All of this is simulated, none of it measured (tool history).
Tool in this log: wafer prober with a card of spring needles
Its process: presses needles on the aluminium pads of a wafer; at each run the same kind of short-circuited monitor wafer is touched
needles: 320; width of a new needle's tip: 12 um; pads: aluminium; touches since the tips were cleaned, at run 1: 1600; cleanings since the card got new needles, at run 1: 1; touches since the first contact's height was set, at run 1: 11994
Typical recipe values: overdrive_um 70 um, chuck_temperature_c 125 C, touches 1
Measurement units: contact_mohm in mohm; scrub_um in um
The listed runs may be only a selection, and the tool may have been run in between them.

| run | hour | overdrive_um | chuck_temperature_c | touches | touches since the tips were cleaned | cleanings since the card got new needles | touches since the first contact's height was set | contact_mohm | scrub_um |
|---|---|---|---|---|---|---|---|---|---|
| 1 | 0.0 | 70 | 125 | 1 | 1600 | 1 | 11994 | 222 | 15.630 |
| 2 | 9.5 | 70 | 125 | 3 | 6087 | 1 | 16481 | 213 | 15.640 |
|  | 14.5 | tips cleaned on abrasive film |
| 3 | 19.9 | 70 | 36 | 1 | 2533 | 2 | 21365 | 212 | 15.624 |
| 4 | 29.7 | 70 | 36 | 1 | 7170 | 2 | 26002 | 222 | 15.624 |
|  | 32.6 | tips cleaned on abrasive film |
| 5 | 34.8 | 70 | 36 | 1 | 1055 | 3 | 28366 | 199 | 15.615 |
| 6 | 45.8 | 70 | 125 | 1 | 6261 | 3 | 33572 | 234 | 15.612 |
|  | 50.4 | tips cleaned on abrasive film |
| 7 | 50.6 | 70 | 125 | 1 | 99 | 4 | 35812 | 207 | 15.602 |
| 8 | 56.1 | 70 | 125 | 1 | 2690 | 4 | 38403 | 229 | 15.601 |
| 9 | 66.3 | 70 | 55 | 1 | 7502 | 4 | 43215 | 226 | 15.603 |
|  | 68.8 | tips cleaned on abrasive film |
| 10 | 76.6 | 55 | 37 | 2 | 3714 | 5 | 48073 | 213 | 12.234 |
| 11 | 82.2 | 55 | 37 | 2 | 6374 | 5 | 50733 | 217 | 12.237 |
|  | 86.6 | tips cleaned on abrasive film |
| 12 | 91.7 | 55 | 37 | 2 | 2396 | 6 | 55169 | 209 | 12.229 |
| 13 | 102.8 | 55 | 37 | 2 | 7662 | 6 | 60435 | 221 | 12.232 |
|  | 104.4 | tips cleaned on abrasive film |
| 14 | 113.0 | 62 | 125 | 1 | 4075 | 7 | 65199 | 238 | 13.771 |

Predict each of these 3 candidate next runs independently; none follows another, all start after run 14:
|  | 122.3 | tips cleaned on abrasive film |
| A | 122.8 | 64 | 105 | 2 | 211 | 8 | 69779 | ? | ? |
|  | 122.3 | tips cleaned on abrasive film |
| B | 122.8 | 71 | 27 | 2 | 211 | 8 | 69779 | ? | ? |
|  | 122.3 | tips cleaned on abrasive film |
| C | 122.8 | 73 | 88 | 3 | 211 | 8 | 69779 | ? | ? |

| run | contact_mohm | scrub_um |
|---|---|---|
| A | 205 | 14.214 |
| B | 189 | 15.778 |
| C | 199 | 16.231 |
Without the tool's hidden state the same runs would have given:
| run | contact_mohm | scrub_um |
|---|---|---|
| A | 202 | 14.313 |
| B | 186 | 15.877 |
| C | 197 | 16.330 |
